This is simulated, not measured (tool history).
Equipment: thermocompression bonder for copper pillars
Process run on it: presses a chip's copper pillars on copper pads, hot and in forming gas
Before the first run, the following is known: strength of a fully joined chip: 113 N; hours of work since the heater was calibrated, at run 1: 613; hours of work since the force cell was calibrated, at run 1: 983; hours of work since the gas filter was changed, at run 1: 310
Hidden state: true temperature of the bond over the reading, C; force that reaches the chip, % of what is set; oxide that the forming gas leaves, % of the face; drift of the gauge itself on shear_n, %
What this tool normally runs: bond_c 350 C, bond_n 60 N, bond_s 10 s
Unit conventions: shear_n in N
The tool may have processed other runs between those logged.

run    hour  bond_c  bond_n  bond_s  hours of work since the heater was calibrated  hours of work since the force cell was calibrated  hours of work since the gas filter was changed  shear_n
  1     0.0     350      60      10                                            613                                                983                                             310     44.9
  2    53.4     350      60      10                                            635                                               1005                                             332     45.0
       81.1  -- forming gas filter changed
  3   116.2     350      60      10                                            661                                               1031                                              15     45.0
  4   206.2     350      60      10                                            699                                               1069                                              53     45.8
  5   259.6     350      60      10                                            722                                               1092                                              75     43.9
  6   326.5     350      60      10                                            750                                               1120                                             103     44.5
  7   376.5     350      76      10                                            771                                               1141                                             124     58.0
  8   461.7     350      60      10                                            807                                               1177                                             160     45.0
  9   548.2     350      60      10                                            843                                               1213                                             197     44.7
 10   600.5     327      60      10                                            865                                               1235                                             219     34.2
      671.7  -- heater calibrated with a thermocouple chip
 11   671.7     350      60      10                                              0                                               1264                                             248     44.6
 12   709.8     350      60      10                                             16                                               1280                                             264     46.5
 13   792.8     350      60      10                                             51                                               1315                                             299     45.0
 14   853.5     350      60      10                                             77                                               1341                                             324     45.4
      895.0  -- forming gas filter changed
 15   935.9     350      60      10                                            111                                               1375                                              17     45.7
 16   977.7     350      60      10                                            129                                               1393                                              35     46.3
 17  1043.3     350      60      10                                            156                                               1421                                              62     47.0
 18  1079.4     350      60      10                                            171                                               1436                                              78     46.1
     1123.9  -- force cell calibrated
 19  1170.7     350      60      10                                            209                                                 20                                             115     45.4
 20  1255.7     350      60      10                                            245                                                 56                                             151     45.0
 21  1343.1     350      40      10                                            282                                                 92                                             188     27.3
 22  1424.3     352      60       6                                            316                                                126                                             222     36.9
 23  1470.0     367      50      21                                            335                                                146                                             241     58.1
 24  1559.5     367      47       9                                            373                                                183                                             279     40.0
 25  1602.0     367      47       9                                            391                                                201                                             297     39.6
 26  1649.8     367      47       9                                            411                                                221                                             317     40.8
     1708.6  -- forming gas filter changed
 27  1715.1     357      84      10                                            438                                                249                                               3     68.6
 28  1774.2     350      45       6                                            463                                                274                                              28     25.7
 29  1835.3     321      60      10                                            489                                                299                                              53     30.0
 30  1910.7     373      36      16                                            521                                                331                                              85     39.5
 31  1985.0     335      38      21                                            552                                                362                                             116     29.2
 32  2030.0     337      82      22                                            571                                                381                                             135     69.6
 33  2109.0     350      60      15                                            604                                                415                                             169     54.0
 34  2177.8     343      60       6                                            633                                                444                                             198     33.9
 35  2255.5     343      60       6                                            666                                                476                                             230     33.4
 36  2292.7     343      60       6                                            681                                                492                                             246     33.6

The next listed run, before its measurement:
 37  2348.5     343      60       6                                            705                                                515                                             269        ?

For run 37 the tool returned shear_n 34.1 N.
With the hidden condition absent and the run-to-run variation left alone, this run would have shown shear_n 34.6 N.

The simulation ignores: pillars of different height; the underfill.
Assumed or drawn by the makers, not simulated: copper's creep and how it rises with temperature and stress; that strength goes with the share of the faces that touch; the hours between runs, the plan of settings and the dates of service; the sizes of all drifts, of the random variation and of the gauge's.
